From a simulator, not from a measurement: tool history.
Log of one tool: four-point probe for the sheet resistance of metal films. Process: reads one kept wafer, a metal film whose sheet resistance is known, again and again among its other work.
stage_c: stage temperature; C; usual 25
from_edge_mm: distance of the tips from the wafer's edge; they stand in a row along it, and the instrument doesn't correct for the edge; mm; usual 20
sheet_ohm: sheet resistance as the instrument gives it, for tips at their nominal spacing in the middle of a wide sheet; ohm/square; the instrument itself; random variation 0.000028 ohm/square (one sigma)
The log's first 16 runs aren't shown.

run,hour,stage_c,from_edge_mm,sheet_ohm
17,392.5,25,29,0.140895
18,407.3,25,29,0.140903
19,430.7,25,29,0.140906
20,451.1,26,10,0.141539
21,472.7,20,10,0.141626
22,506.7,18,3,0.148777
23,538.4,27,13,0.14118
24,553.9,27,13,0.141186
25,572.4,20,29,0.140903
26,592.5,33,29,0.140755
27,622.4,33,4,0.145266
28,648.9,33,4,0.145262
29,670.2,33,4,0.145241
30,700.9,33,4,0.145302
31,731.4,33,4,0.145297
32,762.5,33,4,0.145225
33,792.1,21,24,0.140931
34,822.6,19,20,0.141019
35,854.9,19,20,0.141069

3 ways to go on from here, each from the tool as it stands after run 35. What would each give?
A,885.1,28,30,?
B,885.1,32,15,?
C,885.1,28,20,?

run,sheet_ohm
A,0.140838
B,0.141034
C,0.140932
Without the tool's hidden state the same runs would have given:
run,sheet_ohm
A,0.140835
B,0.14103
C,0.140928
